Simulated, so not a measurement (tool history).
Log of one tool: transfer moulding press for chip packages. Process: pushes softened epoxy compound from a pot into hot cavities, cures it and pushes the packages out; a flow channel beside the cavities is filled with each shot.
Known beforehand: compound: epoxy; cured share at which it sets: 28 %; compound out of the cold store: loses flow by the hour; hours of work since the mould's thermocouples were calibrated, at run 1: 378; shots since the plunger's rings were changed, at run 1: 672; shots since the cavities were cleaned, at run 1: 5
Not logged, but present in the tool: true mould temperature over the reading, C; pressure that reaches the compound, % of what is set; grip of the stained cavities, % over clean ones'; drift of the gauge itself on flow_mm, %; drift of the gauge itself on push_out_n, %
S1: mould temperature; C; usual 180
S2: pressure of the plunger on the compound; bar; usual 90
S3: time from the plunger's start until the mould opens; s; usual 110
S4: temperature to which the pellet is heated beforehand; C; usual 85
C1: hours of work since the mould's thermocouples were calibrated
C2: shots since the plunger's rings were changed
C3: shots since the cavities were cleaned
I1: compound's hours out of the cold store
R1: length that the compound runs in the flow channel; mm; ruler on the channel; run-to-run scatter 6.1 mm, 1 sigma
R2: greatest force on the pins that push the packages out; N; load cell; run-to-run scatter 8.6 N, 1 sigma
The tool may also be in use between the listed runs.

run,hour,S1,S2,S3,S4,C1,C2,C3,I1,R1,R2
1,0,180,90,110,85,378,672,5,30.4,668,379
2,44,180,90,110,85,402,1050,383,9.8,751,386
# hour 107.6: cavities cleaned with cleaning compound and waxed
3,107.6,180,90,110,85,435,1582,0,36.8,644,392
4,149,180,90,110,85,457,1937,355,10.2,751,401
5,196.4,180,90,110,85,483,2344,762,37.2,638,397
# hour 213.8: cavities cleaned with cleaning compound and waxed
6,249.3,180,90,110,85,511,2785,305,29.5,684,384
# hour 311.7: plunger's sealing rings changed
# hour 321.5: cavities cleaned with cleaning compound and waxed
7,329.6,180,90,110,85,552,141,70,26.6,684,386
8,415.8,180,90,110,85,598,881,810,8,761,405
# hour 430.2: cavities cleaned with cleaning compound and waxed
9,472.1,180,90,136,85,628,1350,359,33.9,660,340
10,520.4,180,90,116,85,654,1765,774,23.1,699,374
# hour 535.7: cavities cleaned with cleaning compound and waxed
11,561.5,180,90,116,85,675,2105,222,17.4,730,370
12,619.1,180,93,110,85,706,2598,715,20.8,722,393
# hour 629: mould's thermocouples calibrated
# hour 644.5: cavities cleaned with cleaning compound and waxed
13,697.8,180,93,110,85,36,3244,457,42.9,631,378
# hour 704.8: plunger's sealing rings changed
# hour 755.1: cavities cleaned with cleaning compound and waxed
14,761.1,180,95.9,110,85,68,470,51,30.8,676,381
15,857.3,180,95.9,110,85,120,1296,877,22.7,719,389
# hour 865.5: cavities cleaned with cleaning compound and waxed
16,937.5,181,108.7,93,85,162,1972,618,19.7,768,493
# hour 976.3: cavities cleaned with cleaning compound and waxed
17,989,181,108.7,93,85,189,2400,109,24.7,760,498
18,1058.7,188,94.5,114,93,227,2998,707,31.8,651,320
# hour 1085.4: cavities cleaned with cleaning compound and waxed
# hour 1095.4: plunger's sealing rings changed
19,1145.4,188,94.5,114,93,272,429,494,45.4,615,330
# hour 1198.8: cavities cleaned with cleaning compound and waxed
20,1219.7,188,94.5,114,93,311,1053,179,18.3,713,316
21,1282.8,173,97.4,110,85,345,1595,721,38.4,676,555
# hour 1306: cavities cleaned with cleaning compound and waxed
22,1361.7,173,97.4,110,83,387,2259,478,40.9,667,575
# hour 1411.5: cavities cleaned with cleaning compound and waxed
23,1416.6,173,97.4,110,83,415,2717,44,17,778,630
# hour 1486.4: plunger's sealing rings changed
24,1507.9,173,83.9,110,83,463,184,806,40.7,625,584
# hour 1523.6: cavities cleaned with cleaning compound and waxed
25,1599.5,180,109.1,110,81,512,956,651,25.2,763,388
# hour 1634.8: cavities cleaned with cleaning compound and waxed
26,1696.1,188,95.5,110,81,563,1773,526,34.1,651,314
# hour 1741.9: cavities cleaned with cleaning compound and waxed
27,1780.1,188,95.5,110,81,607,2481,329,18.1,726,326
# hour 1852.7: cavities cleaned with cleaning compound and waxed
28,1866,188,95.5,147,81,653,3205,114,20,715,315

Below are 3 alternative next runs, each starting from the tool's condition after run 28. Predict each:
# hour 1875.5: plunger's sealing rings changed
A,1930.4,175,84.4,147,93,686,471,644,42.4,?,?
# hour 1875.5: plunger's sealing rings changed
B,1930.4,186,95.5,104,81,686,471,644,41.3,?,?
# hour 1875.5: plunger's sealing rings changed
C,1930.4,188,95.5,115,81,686,471,644,30.6,?,?

run,R1,R2
A,618,358
B,642,331
C,671,340
Without the tool's hidden state the same runs would have given:
run,R1,R2
A,618,353
B,642,327
C,671,336
